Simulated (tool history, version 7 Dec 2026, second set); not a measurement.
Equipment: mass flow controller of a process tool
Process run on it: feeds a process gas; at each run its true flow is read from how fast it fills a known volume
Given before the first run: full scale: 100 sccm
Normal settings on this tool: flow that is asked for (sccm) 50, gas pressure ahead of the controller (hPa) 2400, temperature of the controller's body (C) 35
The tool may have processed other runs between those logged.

run	day	flow that is asked for (sccm)	gas pressure ahead of the controller (hPa)	temperature of the controller's body (C)	true flow (%)
1	0	50	2400	35	100.23
2	4.712	24	2400	35	99.68
3	7.788	24	2400	35	99.81
4	9.962	24	2400	35	99.69
5	14.75	24	2400	35	99.82
6	18.967	24	2400	35	99.89
7	23.417	50	2400	35	100.2
8	26.754	50	2400	35	100.26
9	29.129	50	2400	35	100.21
10	32.438	11	2400	24	98.23
11	36.4	38	2400	37	100.19
12	40.179	74	1950	30	100.37
13	43.892	24	1950	37	100.04
14	46.85	92	1950	37	101.1
15	51.154	15	2670	28	98.66
16	53.65	43	2230	24	99.51
17	58.517	50	2170	23	99.47

Each row is a separate what-if for the run after 17, all from the same tool condition, not one after another. Results?
A	63.388	47	1500	22	?
B	63.388	25	1870	35	?
C	63.388	60	1930	21	?

run	true flow (%)
A	99.7
B	100.25
C	99.69
With the hidden condition removed and each run's random variation left untouched, the same runs would have given:
run	true flow (%)
A	99.56
B	100.4
C	99.47
